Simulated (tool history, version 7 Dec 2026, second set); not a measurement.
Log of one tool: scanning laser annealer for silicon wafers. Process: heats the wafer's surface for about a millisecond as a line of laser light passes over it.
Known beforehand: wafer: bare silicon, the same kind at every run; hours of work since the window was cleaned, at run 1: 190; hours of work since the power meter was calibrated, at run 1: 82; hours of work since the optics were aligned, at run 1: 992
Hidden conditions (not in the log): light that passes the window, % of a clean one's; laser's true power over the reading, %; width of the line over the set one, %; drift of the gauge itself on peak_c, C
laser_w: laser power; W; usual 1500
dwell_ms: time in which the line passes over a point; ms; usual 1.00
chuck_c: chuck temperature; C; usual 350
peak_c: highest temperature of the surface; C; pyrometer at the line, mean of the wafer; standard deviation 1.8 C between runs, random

run,hour,laser_w,dwell_ms,chuck_c,hours of work since the window was cleaned,hours of work since the power meter was calibrated,hours of work since the optics were aligned,peak_c
1,0.0,1500,1.00,350,190,82,992,1055
2,32.6,1500,1.00,375,208,100,1011,1079
3,70.2,1500,1.00,375,230,122,1032,1078
4,100.1,1500,1.00,350,247,139,1049,1050
5,148.2,1500,1.00,350,274,166,1076,1052
6,168.3,1500,1.00,350,285,178,1088,1052
7,215.2,1500,1.00,350,312,204,1114,1051
8,248.3,1500,1.00,337,331,223,1133,1035
9,282.2,1500,1.00,369,350,242,1153,1064
10,317.9,1500,1.00,369,370,262,1173,1062
11,364.4,1500,1.00,350,397,289,1199,1044
12,410.2,1500,1.00,350,423,315,1225,1039
13,439.7,1500,1.00,350,439,332,1242,1039
14,486.3,1500,1.00,350,466,358,1268,1041
15,528.7,1500,1.00,350,490,382,1292,1039
16,553.8,1500,1.00,350,504,396,1307,1036
17,599.6,1500,1.06,350,530,422,1333,1056
18,631.7,1500,0.77,350,548,441,1351,957
19,672.9,1500,1.00,356,572,464,1374,1037
20,707.4,1500,1.00,356,591,484,1394,1037
21,748.9,1500,1.00,356,615,507,1417,1039
22,781.1,1500,1.00,337,633,525,1436,1017
23,826.8,1500,1.00,337,659,551,1462,1018
24,876.4,1311,1.00,372,687,579,1490,940
25,908.8,1380,1.00,389,706,598,1508,994
26,958.7,1500,1.00,353,734,626,1537,1028
27,983.5,1326,1.00,321,748,640,1551,895
28,1020.2,1593,1.11,361,769,661,1571,1119
# hour 1057.8: window over the wafer cleaned
29,1057.9,1502,0.91,361,0,681,1592,1043
30,1093.3,1502,1.14,361,20,701,1612,1109
31,1119.0,1500,1.05,327,35,716,1626,1045
32,1145.6,1348,1.22,350,50,731,1641,1016
33,1169.3,1329,0.73,349,63,745,1655,872
34,1193.1,1622,1.00,350,77,758,1668,1122
35,1229.0,1413,1.00,350,97,778,1689,995
36,1270.9,1588,0.78,350,121,802,1713,1023
37,1318.0,1588,0.78,350,148,829,1739,1022
38,1342.8,1385,0.78,347,162,843,1753,909
39,1390.2,1385,0.78,347,189,870,1780,910
40,1430.0,1382,0.78,321,211,893,1803,881
41,1463.4,1519,0.89,356,230,912,1822,1028
42,1498.9,1484,1.12,366,250,932,1842,1084

Forecast each of these 3 alternatives for the next run:
A,1521.9,1300,0.81,328,263,945,1855,?
B,1521.9,1500,0.77,350,263,945,1855,?
C,1521.9,1295,1.14,370,263,945,1855,?

run,peak_c
A,851
B,968
C,976
What these runs would have given with no unlogged condition in the tool:
run,peak_c
A,875
B,995
C,1004
